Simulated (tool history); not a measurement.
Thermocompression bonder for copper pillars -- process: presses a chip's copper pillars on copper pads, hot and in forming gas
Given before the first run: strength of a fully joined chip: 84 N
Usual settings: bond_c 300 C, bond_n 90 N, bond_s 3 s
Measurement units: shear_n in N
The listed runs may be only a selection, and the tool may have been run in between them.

run 1 hour=0.0 | bond_c=300 bond_n=90 bond_s=3 | shear_n=49.8
run 2 hour=10.2 | bond_c=300 bond_n=90 bond_s=3 | shear_n=50.0
run 3 hour=17.9 | bond_c=300 bond_n=90 bond_s=3 | shear_n=49.3
run 4 hour=24.1 | bond_c=300 bond_n=90 bond_s=2 | shear_n=44.3
-- hour=26.9 forming gas filter changed
run 5 hour=35.2 | bond_c=300 bond_n=90 bond_s=3 | shear_n=50.6
run 6 hour=47.0 | bond_c=300 bond_n=76 bond_s=3 | shear_n=46.6
run 7 hour=55.3 | bond_c=300 bond_n=76 bond_s=3 | shear_n=45.7
run 8 hour=60.3 | bond_c=300 bond_n=76 bond_s=3 | shear_n=46.3
-- hour=63.0 heater calibrated with a thermocouple chip
run 9 hour=69.3 | bond_c=300 bond_n=90 bond_s=3 | shear_n=51.8
run 10 hour=77.3 | bond_c=300 bond_n=90 bond_s=3 | shear_n=51.3
run 11 hour=88.2 | bond_c=300 bond_n=90 bond_s=7 | shear_n=64.1
-- hour=98.1 heater calibrated with a thermocouple chip, once more
run 12 hour=100.5 | bond_c=299 bond_n=90 bond_s=3 | shear_n=50.2
run 13 hour=110.1 | bond_c=300 bond_n=90 bond_s=3 | shear_n=49.9
run 14 hour=119.7 | bond_c=313 bond_n=113 bond_s=4 | shear_n=67.9
run 15 hour=125.4 | bond_c=271 bond_n=126 bond_s=3 | shear_n=44.5
run 16 hour=135.9 | bond_c=271 bond_n=126 bond_s=3 | shear_n=45.0
run 17 hour=145.0 | bond_c=300 bond_n=128 bond_s=5 | shear_n=67.5
run 18 hour=153.4 | bond_c=273 bond_n=90 bond_s=2 | shear_n=31.4
run 19 hour=164.5 | bond_c=314 bond_n=90 bond_s=3 | shear_n=57.9
run 20 hour=176.1 | bond_c=317 bond_n=66 bond_s=3 | shear_n=50.1
run 21 hour=183.0 | bond_c=274 bond_n=90 bond_s=3 | shear_n=36.7
run 22 hour=194.5 | bond_c=298 bond_n=103 bond_s=2 | shear_n=47.7
run 23 hour=203.2 | bond_c=296 bond_n=78 bond_s=4 | shear_n=48.2
run 24 hour=208.1 | bond_c=323 bond_n=78 bond_s=4 | shear_n=61.7
run 25 hour=214.5 | bond_c=278 bond_n=78 bond_s=2 | shear_n=30.2

Forecast each of these 4 alternatives for the next run:
run A hour=220.0 | bond_c=329 bond_n=90 bond_s=4 | shear_n=?
run B hour=220.0 | bond_c=300 bond_n=99 bond_s=3 | shear_n=?
run C hour=220.0 | bond_c=300 bond_n=74 bond_s=3 | shear_n=?
run D hour=220.0 | bond_c=319 bond_n=68 bond_s=3 | shear_n=?

run=A shear_n=69.1
run=B shear_n=52.5
run=C shear_n=44.7
run=D shear_n=51.9
With no hidden state in the tool, these same runs would have given:
run=A shear_n=70.3
run=B shear_n=53.3
run=C shear_n=45.4
run=D shear_n=52.8
